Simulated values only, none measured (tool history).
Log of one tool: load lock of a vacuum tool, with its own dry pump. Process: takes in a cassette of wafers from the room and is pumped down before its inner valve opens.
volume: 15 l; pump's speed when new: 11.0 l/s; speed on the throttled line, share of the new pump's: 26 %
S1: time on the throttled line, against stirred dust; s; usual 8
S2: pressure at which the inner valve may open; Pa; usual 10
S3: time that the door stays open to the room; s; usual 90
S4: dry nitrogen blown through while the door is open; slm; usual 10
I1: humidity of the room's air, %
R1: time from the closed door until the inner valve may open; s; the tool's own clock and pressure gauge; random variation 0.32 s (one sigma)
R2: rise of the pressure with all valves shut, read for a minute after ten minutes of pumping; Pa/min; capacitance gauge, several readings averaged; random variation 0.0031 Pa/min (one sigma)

run 1 hour=0.0 | S1=8 S2=10 S3=90 S4=10 | I1=43.4 | R1=19.6 R2=0.105
run 2 hour=151.9 | S1=8 S2=10 S3=65 S4=10 | I1=47.0 | R1=19.6 R2=0.109
run 3 hour=334.6 | S1=8 S2=10 S3=65 S4=10 | I1=44.2 | R1=19.8 R2=0.105
run 4 hour=545.7 | S1=8 S2=10 S3=65 S4=10 | I1=46.4 | R1=19.4 R2=0.108
run 5 hour=739.1 | S1=8 S2=10 S3=90 S4=10 | I1=45.9 | R1=20.2 R2=0.123
run 6 hour=956.3 | S1=8 S2=10 S3=90 S4=10 | I1=41.8 | R1=20.3 R2=0.121
run 7 hour=1172.5 | S1=8 S2=10 S3=90 S4=10 | I1=42.2 | R1=19.7 R2=0.126
run 8 hour=1272.8 | S1=8 S2=10 S3=32 S4=10 | I1=44.0 | R1=20.6 R2=0.115
run 9 hour=1402.0 | S1=8 S2=10 S3=32 S4=10 | I1=46.0 | R1=20.4 R2=0.128
run 10 hour=1610.1 | S1=8 S2=10 S3=90 S4=10 | I1=48.3 | R1=19.5 R2=0.154
run 11 hour=1808.5 | S1=8 S2=10 S3=90 S4=10 | I1=41.0 | R1=19.7 R2=0.143
run 12 hour=1968.9 | S1=8 S2=10 S3=90 S4=10 | I1=45.6 | R1=20.0 R2=0.158
run 13 hour=2158.0 | S1=8 S2=10 S3=90 S4=10 | I1=44.0 | R1=19.8 R2=0.160
run 14 hour=2317.9 | S1=8 S2=10 S3=90 S4=10 | I1=43.2 | R1=19.8 R2=0.169
run 15 hour=2476.7 | S1=8 S2=10 S3=90 S4=10 | I1=42.7 | R1=19.7 R2=0.164
run 16 hour=2599.3 | S1=8 S2=10 S3=90 S4=10 | I1=45.0 | R1=20.8 R2=0.174
run 17 hour=2731.9 | S1=8 S2=10 S3=90 S4=10 | I1=46.8 | R1=20.1 R2=0.185
run 18 hour=2922.5 | S1=8 S2=10 S3=90 S4=10 | I1=46.6 | R1=20.9 R2=0.184
run 19 hour=3098.6 | S1=8 S2=10 S3=90 S4=10 | I1=46.3 | R1=20.1 R2=0.197
run 20 hour=3188.0 | S1=8 S2=10 S3=90 S4=10 | I1=43.7 | R1=20.2 R2=0.188
run 21 hour=3343.2 | S1=8 S2=7 S3=90 S4=10 | I1=43.8 | R1=20.8 R2=0.198
run 22 hour=3534.1 | S1=8 S2=8 S3=110 S4=10 | I1=46.3 | R1=20.7 R2=0.208
run 23 hour=3629.5 | S1=8 S2=10 S3=90 S4=14 | I1=46.6 | R1=20.4 R2=0.204
run 24 hour=3793.7 | S1=8 S2=13 S3=143 S4=14 | I1=44.5 | R1=19.6 R2=0.210
run 25 hour=3988.1 | S1=6 S2=13 S3=143 S4=14 | I1=45.1 | R1=18.3 R2=0.220
run 26 hour=4140.3 | S1=7 S2=11 S3=222 S4=24 | I1=42.5 | R1=19.7 R2=0.219
run 27 hour=4304.0 | S1=7 S2=11 S3=222 S4=24 | I1=48.2 | R1=18.9 R2=0.226
run 28 hour=4435.6 | S1=8 S2=10 S3=109 S4=40 | I1=45.3 | R1=20.7 R2=0.208
run 29 hour=4631.9 | S1=11 S2=13 S3=90 S4=10 | I1=46.7 | R1=22.0 R2=0.255
run 30 hour=4826.5 | S1=11 S2=13 S3=90 S4=10 | I1=41.3 | R1=22.7 R2=0.253
run 31 hour=5030.2 | S1=12 S2=15 S3=90 S4=11 | I1=44.5 | R1=22.5 R2=0.258
run 32 hour=5182.0 | S1=6 S2=9 S3=90 S4=43 | I1=48.0 | R1=19.2 R2=0.236
run 33 hour=5318.1 | S1=6 S2=9 S3=90 S4=43 | I1=41.3 | R1=19.8 R2=0.244
run 34 hour=5513.1 | S1=6 S2=9 S3=90 S4=43 | I1=47.3 | R1=20.0 R2=0.247
run 35 hour=5645.9 | S1=6 S2=10 S3=87 S4=17 | I1=44.0 | R1=19.7 R2=0.271
run 36 hour=5782.4 | S1=8 S2=13 S3=90 S4=10 | I1=45.7 | R1=20.5 R2=0.295
run 37 hour=5897.4 | S1=9 S2=17 S3=90 S4=10 | I1=46.3 | R1=20.6 R2=0.304

4 ways to go on from here, each from the tool as it stands after run 37. What would each give?
run A hour=6056.8 | S1=8 S2=10 S3=90 S4=4 | I1=46.7 | R1=? R2=?
run B hour=6056.8 | S1=6 S2=12 S3=90 S4=18 | I1=46.1 | R1=? R2=?
run C hour=6056.8 | S1=9 S2=7 S3=195 S4=12 | I1=44.7 | R1=? R2=?
run D hour=6056.8 | S1=9 S2=17 S3=90 S4=33 | I1=44.2 | R1=? R2=?

run=A R1=21.0 R2=0.337
run=B R1=19.4 R2=0.287
run=C R1=21.7 R2=0.327
run=D R1=20.6 R2=0.286
Without the tool's hidden state the same runs would have given:
run=A R1=18.7 R2=0.088
run=B R1=17.0 R2=0.042
run=C R1=19.4 R2=0.075
run=D R1=18.6 R2=0.036
